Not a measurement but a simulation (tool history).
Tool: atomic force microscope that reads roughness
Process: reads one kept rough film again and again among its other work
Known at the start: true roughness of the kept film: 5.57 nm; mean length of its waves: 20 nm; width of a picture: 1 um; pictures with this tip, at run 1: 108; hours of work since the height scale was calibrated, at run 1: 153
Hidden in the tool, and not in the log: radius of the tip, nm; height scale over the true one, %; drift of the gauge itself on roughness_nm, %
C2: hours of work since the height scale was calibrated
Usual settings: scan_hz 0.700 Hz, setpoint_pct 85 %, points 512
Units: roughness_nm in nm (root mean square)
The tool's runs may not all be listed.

{"run": 1, "hour": 0.0, "scan_hz": 0.7, "setpoint_pct": 85, "points": 512, "pictures with this tip": 108, "C2": 153, "roughness_nm": 3.361}
{"run": 2, "hour": 4.2, "scan_hz": 0.7, "setpoint_pct": 85, "points": 512, "pictures with this tip": 117, "C2": 156, "roughness_nm": 3.341}
{"hour": 13.0, "done": "new tip fitted"}
{"run": 3, "hour": 14.6, "scan_hz": 0.988, "setpoint_pct": 85, "points": 512, "pictures with this tip": 3, "C2": 164, "roughness_nm": 3.282}
{"run": 4, "hour": 19.7, "scan_hz": 0.988, "setpoint_pct": 85, "points": 422, "pictures with this tip": 14, "C2": 168, "roughness_nm": 3.259}
{"run": 5, "hour": 25.9, "scan_hz": 0.988, "setpoint_pct": 85, "points": 422, "pictures with this tip": 26, "C2": 172, "roughness_nm": 3.26}
{"run": 6, "hour": 33.6, "scan_hz": 0.988, "setpoint_pct": 86, "points": 422, "pictures with this tip": 41, "C2": 178, "roughness_nm": 3.223}
{"run": 7, "hour": 39.9, "scan_hz": 0.988, "setpoint_pct": 86, "points": 422, "pictures with this tip": 54, "C2": 183, "roughness_nm": 3.269}
{"run": 8, "hour": 46.2, "scan_hz": 0.988, "setpoint_pct": 77, "points": 422, "pictures with this tip": 66, "C2": 188, "roughness_nm": 3.346}
{"run": 9, "hour": 51.1, "scan_hz": 0.988, "setpoint_pct": 77, "points": 422, "pictures with this tip": 76, "C2": 192, "roughness_nm": 3.342}
{"run": 10, "hour": 56.2, "scan_hz": 0.988, "setpoint_pct": 77, "points": 422, "pictures with this tip": 86, "C2": 196, "roughness_nm": 3.348}
{"run": 11, "hour": 63.9, "scan_hz": 0.988, "setpoint_pct": 77, "points": 422, "pictures with this tip": 102, "C2": 202, "roughness_nm": 3.362}
{"run": 12, "hour": 73.6, "scan_hz": 0.988, "setpoint_pct": 77, "points": 422, "pictures with this tip": 121, "C2": 209, "roughness_nm": 3.33}
{"hour": 80.1, "done": "new tip fitted"}
{"run": 13, "hour": 83.1, "scan_hz": 0.988, "setpoint_pct": 77, "points": 422, "pictures with this tip": 6, "C2": 216, "roughness_nm": 3.357}
{"run": 14, "hour": 92.7, "scan_hz": 0.7, "setpoint_pct": 81, "points": 512, "pictures with this tip": 25, "C2": 224, "roughness_nm": 3.399}
{"run": 15, "hour": 100.8, "scan_hz": 0.7, "setpoint_pct": 81, "points": 512, "pictures with this tip": 41, "C2": 230, "roughness_nm": 3.383}
{"run": 16, "hour": 109.0, "scan_hz": 0.7, "setpoint_pct": 81, "points": 512, "pictures with this tip": 58, "C2": 236, "roughness_nm": 3.363}
{"run": 17, "hour": 116.4, "scan_hz": 0.7, "setpoint_pct": 85, "points": 512, "pictures with this tip": 73, "C2": 242, "roughness_nm": 3.361}
{"run": 18, "hour": 120.9, "scan_hz": 0.7, "setpoint_pct": 85, "points": 512, "pictures with this tip": 82, "C2": 246, "roughness_nm": 3.347}
{"run": 19, "hour": 127.0, "scan_hz": 0.7, "setpoint_pct": 85, "points": 512, "pictures with this tip": 94, "C2": 250, "roughness_nm": 3.357}
{"run": 20, "hour": 134.5, "scan_hz": 0.7, "setpoint_pct": 85, "points": 512, "pictures with this tip": 109, "C2": 256, "roughness_nm": 3.351}
{"run": 21, "hour": 138.9, "scan_hz": 0.7, "setpoint_pct": 85, "points": 512, "pictures with this tip": 117, "C2": 259, "roughness_nm": 3.348}
{"hour": 147.0, "done": "new tip fitted"}
{"run": 22, "hour": 147.3, "scan_hz": 0.7, "setpoint_pct": 58, "points": 904, "pictures with this tip": 0, "C2": 266, "roughness_nm": 3.534}
{"run": 23, "hour": 156.4, "scan_hz": 0.7, "setpoint_pct": 58, "points": 904, "pictures with this tip": 18, "C2": 273, "roughness_nm": 3.527}
{"run": 24, "hour": 161.5, "scan_hz": 0.7, "setpoint_pct": 69, "points": 295, "pictures with this tip": 29, "C2": 277, "roughness_nm": 3.397}
{"run": 25, "hour": 167.9, "scan_hz": 0.7, "setpoint_pct": 69, "points": 295, "pictures with this tip": 41, "C2": 282, "roughness_nm": 3.388}
{"run": 26, "hour": 176.7, "scan_hz": 0.7, "setpoint_pct": 65, "points": 951, "pictures with this tip": 59, "C2": 288, "roughness_nm": 3.497}
{"run": 27, "hour": 181.1, "scan_hz": 1.185, "setpoint_pct": 62, "points": 951, "pictures with this tip": 68, "C2": 292, "roughness_nm": 3.488}
{"run": 28, "hour": 189.1, "scan_hz": 0.947, "setpoint_pct": 85, "points": 356, "pictures with this tip": 84, "C2": 298, "roughness_nm": 3.267}
{"run": 29, "hour": 193.9, "scan_hz": 0.947, "setpoint_pct": 85, "points": 356, "pictures with this tip": 93, "C2": 302, "roughness_nm": 3.255}
{"run": 30, "hour": 203.8, "scan_hz": 0.7, "setpoint_pct": 85, "points": 988, "pictures with this tip": 113, "C2": 309, "roughness_nm": 3.371}
{"run": 31, "hour": 211.3, "scan_hz": 0.7, "setpoint_pct": 72, "points": 893, "pictures with this tip": 128, "C2": 315, "roughness_nm": 3.464}
{"hour": 214.8, "done": "new tip fitted"}
{"run": 32, "hour": 218.7, "scan_hz": 1.035, "setpoint_pct": 63, "points": 327, "pictures with this tip": 8, "C2": 321, "roughness_nm": 3.427}
{"run": 33, "hour": 226.0, "scan_hz": 0.7, "setpoint_pct": 66, "points": 673, "pictures with this tip": 22, "C2": 326, "roughness_nm": 3.516}
{"run": 34, "hour": 230.7, "scan_hz": 0.7, "setpoint_pct": 66, "points": 673, "pictures with this tip": 32, "C2": 330, "roughness_nm": 3.498}
{"run": 35, "hour": 238.8, "scan_hz": 0.7, "setpoint_pct": 85, "points": 877, "pictures with this tip": 48, "C2": 336, "roughness_nm": 3.374}
{"run": 36, "hour": 243.1, "scan_hz": 0.7, "setpoint_pct": 85, "points": 877, "pictures with this tip": 56, "C2": 339, "roughness_nm": 3.407}
{"run": 37, "hour": 250.1, "scan_hz": 0.7, "setpoint_pct": 65, "points": 399, "pictures with this tip": 70, "C2": 345, "roughness_nm": 3.463}
{"run": 38, "hour": 257.0, "scan_hz": 3.997, "setpoint_pct": 88, "points": 327, "pictures with this tip": 84, "C2": 350, "roughness_nm": 2.534}

The next listed run, before its measurement:
{"run": 39, "hour": 262.4, "scan_hz": 1.334, "setpoint_pct": 59, "points": 638, "pictures with this tip": 95, "C2": 354, "roughness_nm": "?"}

{"run 39": {"roughness_nm": 3.457}}
Without the tool's hidden state the same run would have given roughness_nm 3.467 nm (root mean square).
